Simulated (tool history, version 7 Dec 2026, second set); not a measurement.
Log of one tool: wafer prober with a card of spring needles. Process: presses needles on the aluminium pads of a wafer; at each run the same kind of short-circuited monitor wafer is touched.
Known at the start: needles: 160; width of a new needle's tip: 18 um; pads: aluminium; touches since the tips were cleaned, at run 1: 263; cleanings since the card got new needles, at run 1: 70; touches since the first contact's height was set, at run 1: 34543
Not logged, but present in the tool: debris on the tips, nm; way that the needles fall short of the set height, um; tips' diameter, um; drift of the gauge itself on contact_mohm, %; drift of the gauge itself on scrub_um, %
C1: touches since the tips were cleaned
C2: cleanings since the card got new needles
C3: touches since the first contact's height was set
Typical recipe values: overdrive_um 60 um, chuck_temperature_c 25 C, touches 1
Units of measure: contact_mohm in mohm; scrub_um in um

{"run": 1, "day": 0.0, "overdrive_um": 60, "chuck_temperature_c": 25, "touches": 1, "C1": 263, "C2": 70, "C3": 34543, "contact_mohm": 130, "scrub_um": 7.7}
{"day": 0.604, "done": "tips cleaned on abrasive film"}
{"day": 1.262, "done": "tips cleaned on abrasive film"}
{"day": 1.95, "done": "tips cleaned on abrasive film"}
{"run": 2, "day": 2.267, "overdrive_um": 60, "chuck_temperature_c": 25, "touches": 1, "C1": 3299, "C2": 73, "C3": 58025, "contact_mohm": 130, "scrub_um": 7.71}
{"day": 2.571, "done": "tips cleaned on abrasive film"}
{"day": 2.996, "done": "height of the first contact set anew"}
{"day": 3.3, "done": "tips cleaned on abrasive film"}
{"day": 3.992, "done": "tips cleaned on abrasive film"}
{"run": 3, "day": 4.542, "overdrive_um": 60, "chuck_temperature_c": 25, "touches": 3, "C1": 5722, "C2": 76, "C3": 16027, "contact_mohm": 133, "scrub_um": 7.68}
{"day": 4.696, "done": "tips cleaned on abrasive film"}
{"day": 5.45, "done": "tips cleaned on abrasive film"}
{"day": 6.2, "done": "tips cleaned on abrasive film"}
{"run": 4, "day": 6.321, "overdrive_um": 60, "chuck_temperature_c": 25, "touches": 3, "C1": 1227, "C2": 79, "C3": 34394, "contact_mohm": 131, "scrub_um": 7.68}
{"day": 6.892, "done": "tips cleaned on abrasive film"}
{"day": 7.592, "done": "tips cleaned on abrasive film"}
{"run": 5, "day": 7.867, "overdrive_um": 60, "chuck_temperature_c": 25, "touches": 3, "C1": 2854, "C2": 81, "C3": 50426, "contact_mohm": 128, "scrub_um": 7.68}
{"day": 8.321, "done": "tips cleaned on abrasive film"}
{"day": 9.025, "done": "tips cleaned on abrasive film"}
{"day": 9.333, "done": "height of the first contact set anew"}
{"run": 6, "day": 9.354, "overdrive_um": 60, "chuck_temperature_c": 25, "touches": 3, "C1": 3290, "C2": 83, "C3": 199, "contact_mohm": 127, "scrub_um": 7.68}
{"day": 9.646, "done": "tips cleaned on abrasive film"}
{"day": 10.379, "done": "tips cleaned on abrasive film"}
{"day": 10.983, "done": "tips cleaned on abrasive film"}
{"run": 7, "day": 11.271, "overdrive_um": 60, "chuck_temperature_c": 25, "touches": 2, "C1": 3016, "C2": 86, "C3": 20034, "contact_mohm": 132, "scrub_um": 7.7}
{"day": 11.712, "done": "tips cleaned on abrasive film"}
{"day": 12.462, "done": "tips cleaned on abrasive film"}
{"day": 13.175, "done": "tips cleaned on abrasive film"}
{"run": 8, "day": 13.425, "overdrive_um": 60, "chuck_temperature_c": 25, "touches": 2, "C1": 2602, "C2": 89, "C3": 42333, "contact_mohm": 131, "scrub_um": 7.67}
{"day": 13.838, "done": "tips cleaned on abrasive film"}
{"day": 14.442, "done": "tips cleaned on abrasive film"}
{"day": 15.046, "done": "tips cleaned on abrasive film"}
{"run": 9, "day": 15.204, "overdrive_um": 60, "chuck_temperature_c": 25, "touches": 2, "C1": 1682, "C2": 92, "C3": 60741, "contact_mohm": 132, "scrub_um": 7.69}
{"day": 15.646, "done": "height of the first contact set anew"}
{"day": 15.8, "done": "tips cleaned on abrasive film"}
{"day": 16.55, "done": "tips cleaned on abrasive film"}
{"run": 10, "day": 16.675, "overdrive_um": 65, "chuck_temperature_c": 25, "touches": 1, "C1": 1306, "C2": 94, "C3": 10656, "contact_mohm": 130, "scrub_um": 8.34}
{"day": 17.258, "done": "tips cleaned on abrasive film"}
{"day": 17.862, "done": "tips cleaned on abrasive film"}
{"run": 11, "day": 18.417, "overdrive_um": 65, "chuck_temperature_c": 25, "touches": 1, "C1": 5786, "C2": 96, "C3": 28702, "contact_mohm": 131, "scrub_um": 8.32}
{"day": 18.533, "done": "tips cleaned on abrasive film"}
{"day": 19.225, "done": "tips cleaned on abrasive film"}
{"day": 19.858, "done": "tips cleaned on abrasive film"}
{"run": 12, "day": 19.858, "overdrive_um": 65, "chuck_temperature_c": 25, "touches": 1, "C1": 0, "C2": 99, "C3": 43565, "contact_mohm": 130, "scrub_um": 8.33}
{"day": 20.558, "done": "tips cleaned on abrasive film"}
{"day": 21.275, "done": "tips cleaned on abrasive film"}
{"day": 21.929, "done": "tips cleaned on abrasive film"}
{"day": 21.942, "done": "height of the first contact set anew"}
{"run": 13, "day": 22.112, "overdrive_um": 60, "chuck_temperature_c": 25, "touches": 1, "C1": 1767, "C2": 102, "C3": 1767, "contact_mohm": 133, "scrub_um": 7.71}
{"day": 22.671, "done": "tips cleaned on abrasive film"}
{"day": 23.362, "done": "tips cleaned on abrasive film"}
{"run": 14, "day": 23.404, "overdrive_um": 60, "chuck_temperature_c": 25, "touches": 2, "C1": 417, "C2": 104, "C3": 15127, "contact_mohm": 132, "scrub_um": 7.69}
{"day": 24.004, "done": "tips cleaned on abrasive film"}
{"day": 24.658, "done": "tips cleaned on abrasive film"}
{"day": 25.258, "done": "tips cleaned on abrasive film"}
{"run": 15, "day": 25.612, "overdrive_um": 65, "chuck_temperature_c": 35, "touches": 2, "C1": 3662, "C2": 107, "C3": 37998, "contact_mohm": 131, "scrub_um": 8.34}
{"day": 26.012, "done": "tips cleaned on abrasive film"}
{"day": 26.721, "done": "tips cleaned on abrasive film"}
{"day": 27.45, "done": "tips cleaned on abrasive film"}
{"run": 16, "day": 27.908, "overdrive_um": 65, "chuck_temperature_c": 35, "touches": 2, "C1": 4751, "C2": 110, "C3": 61768, "contact_mohm": 130, "scrub_um": 8.33}
{"day": 28.058, "done": "tips cleaned on abrasive film"}
{"day": 28.221, "done": "height of the first contact set anew"}
{"day": 28.788, "done": "tips cleaned on abrasive film"}
{"day": 29.521, "done": "tips cleaned on abrasive film"}
{"run": 17, "day": 29.979, "overdrive_um": 79, "chuck_temperature_c": 49, "touches": 1, "C1": 4752, "C2": 113, "C3": 18202, "contact_mohm": 132, "scrub_um": 10.14}
{"day": 30.133, "done": "tips cleaned on abrasive film"}
{"day": 30.858, "done": "tips cleaned on abrasive film"}
{"day": 31.462, "done": "tips cleaned on abrasive film"}
{"day": 32.175, "done": "tips cleaned on abrasive film"}
{"run": 18, "day": 32.462, "overdrive_um": 60, "chuck_temperature_c": 45, "touches": 1, "C1": 3000, "C2": 117, "C3": 43888, "contact_mohm": 134, "scrub_um": 7.68}
{"day": 32.917, "done": "tips cleaned on abrasive film"}
{"day": 33.517, "done": "tips cleaned on abrasive film"}
{"day": 34.2, "done": "tips cleaned on abrasive film"}
{"day": 34.496, "done": "height of the first contact set anew"}
{"run": 19, "day": 34.508, "overdrive_um": 60, "chuck_temperature_c": 47, "touches": 1, "C1": 3080, "C2": 120, "C3": 125, "contact_mohm": 133, "scrub_um": 7.69}
{"day": 34.958, "done": "tips cleaned on abrasive film"}
{"day": 35.633, "done": "tips cleaned on abrasive film"}
{"run": 20, "day": 36.225, "overdrive_um": 43, "chuck_temperature_c": 32, "touches": 1, "C1": 6174, "C2": 122, "C3": 17919, "contact_mohm": 137, "scrub_um": 5.52}
{"day": 36.354, "done": "tips cleaned on abrasive film"}
{"day": 37.104, "done": "tips cleaned on abrasive film"}
{"day": 37.788, "done": "tips cleaned on abrasive film"}
{"run": 21, "day": 37.875, "overdrive_um": 60, "chuck_temperature_c": 113, "touches": 3, "C1": 919, "C2": 125, "C3": 34988, "contact_mohm": 146, "scrub_um": 7.68}
{"day": 38.479, "done": "tips cleaned on abrasive film"}
{"day": 39.196, "done": "tips cleaned on abrasive film"}
{"run": 22, "day": 39.233, "overdrive_um": 60, "chuck_temperature_c": 34, "touches": 3, "C1": 362, "C2": 127, "C3": 49012, "contact_mohm": 131, "scrub_um": 7.67}
{"day": 39.892, "done": "tips cleaned on abrasive film"}
{"day": 40.492, "done": "tips cleaned on abrasive film"}
{"run": 23, "day": 40.6, "overdrive_um": 54, "chuck_temperature_c": 37, "touches": 3, "C1": 1089, "C2": 129, "C3": 63156, "contact_mohm": 135, "scrub_um": 6.92}
{"day": 40.888, "done": "height of the first contact set anew"}
{"day": 41.192, "done": "tips cleaned on abrasive film"}
{"day": 41.929, "done": "tips cleaned on abrasive film"}
{"run": 24, "day": 42.217, "overdrive_um": 54, "chuck_temperature_c": 37, "touches": 3, "C1": 3009, "C2": 131, "C3": 13783, "contact_mohm": 133, "scrub_um": 6.95}
{"day": 42.671, "done": "tips cleaned on abrasive film"}
{"day": 43.379, "done": "tips cleaned on abrasive film"}
{"day": 44.083, "done": "tips cleaned on abrasive film"}
{"run": 25, "day": 44.375, "overdrive_um": 54, "chuck_temperature_c": 37, "touches": 3, "C1": 3047, "C2": 134, "C3": 36128, "contact_mohm": 132, "scrub_um": 6.93}
{"day": 44.829, "done": "tips cleaned on abrasive film"}
{"day": 45.554, "done": "tips cleaned on abrasive film"}
{"day": 46.158, "done": "tips cleaned on abrasive film"}
{"run": 26, "day": 46.396, "overdrive_um": 54, "chuck_temperature_c": 37, "touches": 3, "C1": 2509, "C2": 137, "C3": 57042, "contact_mohm": 134, "scrub_um": 6.94}
{"day": 46.829, "done": "tips cleaned on abrasive film"}
{"day": 47.292, "done": "height of the first contact set anew"}
{"day": 47.596, "done": "tips cleaned on abrasive film"}
{"day": 48.321, "done": "tips cleaned on abrasive film"}
{"run": 27, "day": 48.358, "overdrive_um": 60, "chuck_temperature_c": 49, "touches": 1, "C1": 364, "C2": 140, "C3": 11012, "contact_mohm": 134, "scrub_um": 7.68}
{"day": 49.058, "done": "tips cleaned on abrasive film"}
{"run": 28, "day": 49.567, "overdrive_um": 60, "chuck_temperature_c": 49, "touches": 1, "C1": 5280, "C2": 141, "C3": 23568, "contact_mohm": 135, "scrub_um": 7.72}

Forecast each of these 4 alternatives for the next run:
{"day": 49.692, "done": "tips cleaned on abrasive film"}
{"day": 50.379, "done": "tips cleaned on abrasive film"}
{"run": "A", "day": 50.896, "overdrive_um": 60, "chuck_temperature_c": 49, "touches": 2, "C1": 5381, "C2": 143, "C3": 37317, "contact_mohm": "?", "scrub_um": "?"}
{"day": 49.692, "done": "tips cleaned on abrasive film"}
{"day": 50.379, "done": "tips cleaned on abrasive film"}
{"run": "B", "day": 50.896, "overdrive_um": 42, "chuck_temperature_c": 59, "touches": 2, "C1": 5381, "C2": 143, "C3": 37317, "contact_mohm": "?", "scrub_um": "?"}
{"day": 49.692, "done": "tips cleaned on abrasive film"}
{"day": 50.379, "done": "tips cleaned on abrasive film"}
{"run": "C", "day": 50.896, "overdrive_um": 60, "chuck_temperature_c": 46, "touches": 1, "C1": 5381, "C2": 143, "C3": 37317, "contact_mohm": "?", "scrub_um": "?"}
{"day": 49.692, "done": "tips cleaned on abrasive film"}
{"day": 50.379, "done": "tips cleaned on abrasive film"}
{"run": "D", "day": 50.896, "overdrive_um": 60, "chuck_temperature_c": 25, "touches": 1, "C1": 5381, "C2": 143, "C3": 37317, "contact_mohm": "?", "scrub_um": "?"}

run=A contact_mohm=132 scrub_um=7.70
run=B contact_mohm=140 scrub_um=5.39
run=C contact_mohm=133 scrub_um=7.69
run=D contact_mohm=131 scrub_um=7.68
With the hidden condition removed and each run's random variation left untouched, the same runs would have given:
run=A contact_mohm=132 scrub_um=7.70
run=B contact_mohm=140 scrub_um=5.39
run=C contact_mohm=133 scrub_um=7.69
run=D contact_mohm=131 scrub_um=7.68
